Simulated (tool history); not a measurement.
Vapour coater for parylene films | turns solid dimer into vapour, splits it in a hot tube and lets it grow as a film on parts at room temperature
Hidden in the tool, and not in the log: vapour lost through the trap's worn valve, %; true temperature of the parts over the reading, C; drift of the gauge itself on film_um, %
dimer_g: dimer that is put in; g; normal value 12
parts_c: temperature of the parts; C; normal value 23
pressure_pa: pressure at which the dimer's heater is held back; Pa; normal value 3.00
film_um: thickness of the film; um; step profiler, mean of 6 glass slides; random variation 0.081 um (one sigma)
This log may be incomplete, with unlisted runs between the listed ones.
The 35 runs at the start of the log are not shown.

run,hour,dimer_g,parts_c,pressure_pa,hours of work since the trap's valve was overhauled,hours of work since the table's thermometer was calibrated,film_um
36,1178.1,19,17,4.26,152,836,17.70
37,1209.5,19,17,4.26,165,849,17.55
38,1248.4,11,26,10.13,181,865,6.62
39,1295.5,12,17,3.00,200,885,11.25
40,1325.8,5,24,8.63,213,898,3.22
41,1361.6,12,18,5.33,228,912,10.07
42,1398.4,18,23,4.25,243,928,12.87
43,1433.5,18,23,4.25,258,942,12.47
44,1463.6,12,16,9.52,270,955,10.11
45,1508.9,12,16,9.52,289,974,9.99
46,1554.5,12,16,9.52,308,993,9.93

Below are 5 alternative next runs, each starting from the tool's condition after run 46. Predict each:
A,1576.5,5,34,6.95,317,1002,?
B,1576.5,6,20,3.00,317,1002,?
C,1576.5,15,18,9.52,317,1002,?
D,1576.5,8,23,10.84,317,1002,?
E,1576.5,7,23,3.00,317,1002,?

run,film_um
A,2.20
B,4.77
C,11.46
D,5.00
E,5.07
What these runs would have given with no unlogged condition in the tool:
run,film_um
A,2.51
B,5.44
C,13.07
D,5.70
E,5.78
